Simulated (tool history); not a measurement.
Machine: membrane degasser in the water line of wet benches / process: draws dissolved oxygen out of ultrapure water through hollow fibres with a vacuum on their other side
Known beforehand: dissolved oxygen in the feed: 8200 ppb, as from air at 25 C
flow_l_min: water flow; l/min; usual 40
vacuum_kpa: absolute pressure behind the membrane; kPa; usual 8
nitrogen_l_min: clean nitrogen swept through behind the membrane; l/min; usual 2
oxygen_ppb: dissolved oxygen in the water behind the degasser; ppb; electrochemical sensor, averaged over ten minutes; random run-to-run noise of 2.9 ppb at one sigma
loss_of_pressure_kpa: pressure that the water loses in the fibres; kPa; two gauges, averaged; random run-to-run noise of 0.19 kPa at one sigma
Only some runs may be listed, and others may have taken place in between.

run	hour	flow_l_min	vacuum_kpa	nitrogen_l_min	oxygen_ppb	loss_of_pressure_kpa
1	0	40	8	2	332.7	39.65
2	80.9	40	8	2	327.3	39.89
3	168.2	40	8	2	330.5	39.89
4	219.2	40	8	2	324.5	39.6
5	298.1	40	8	2	333.1	39.74
6	368.4	40	8	2	333.1	39.89
7	410.8	40	8	2	323.1	39.64
8	486.9	40	8	2	324.9	39.75
9	526.6	40	8	2	325.2	39.64
10	579.7	38	8	2	301.5	37.95
11	643.7	38	7.45	2	277	37.99
12	741.6	38	7.45	2	282.3	37.83
13	805.1	38	7.45	2	284.2	37.79
14	886.9	40	5.76	1.8	251.4	39.75
15	947.4	56	5.42	5.3	390	55.81
16	1012	56	5.42	5.3	393.8	55.64
17	1077.7	41	5.42	3.16	205.3	40.48
18	1141.8	57	4.92	1.7	470.5	56.52
19	1216.9	57	4.92	1.7	463.3	56.58
20	1257.7	44	9.52	2	459.6	43.68
21	1310.4	34	12.49	1.1	632.7	33.76
22	1403.4	31	12.67	4.21	209.6	30.84
# hour 1458.9: seals of the vacuum lines changed
23	1468.2	52	6.09	2.29	417.2	51.27

Below are 5 alternative next runs, each starting from the tool's condition after run 23. Predict each:
A	1532.6	38	15.76	0.96	?	?
B	1532.6	29	6.09	2.29	?	?
C	1532.6	54	6.37	1.42	?	?
D	1532.6	52	6.09	0.82	?	?
E	1532.6	52	6.09	3.12	?	?

run	oxygen_ppb	loss_of_pressure_kpa
A	997.8	37.89
B	120.1	28.55
C	539.9	53.49
D	597.8	51.6
E	380.3	51.82
Take away the tool's hidden state, keep each run's random variation, and the runs would have read:
run	oxygen_ppb	loss_of_pressure_kpa
A	997.2	37.86
B	119.8	28.52
C	538.9	53.44
D	596.7	51.56
E	379.4	51.78
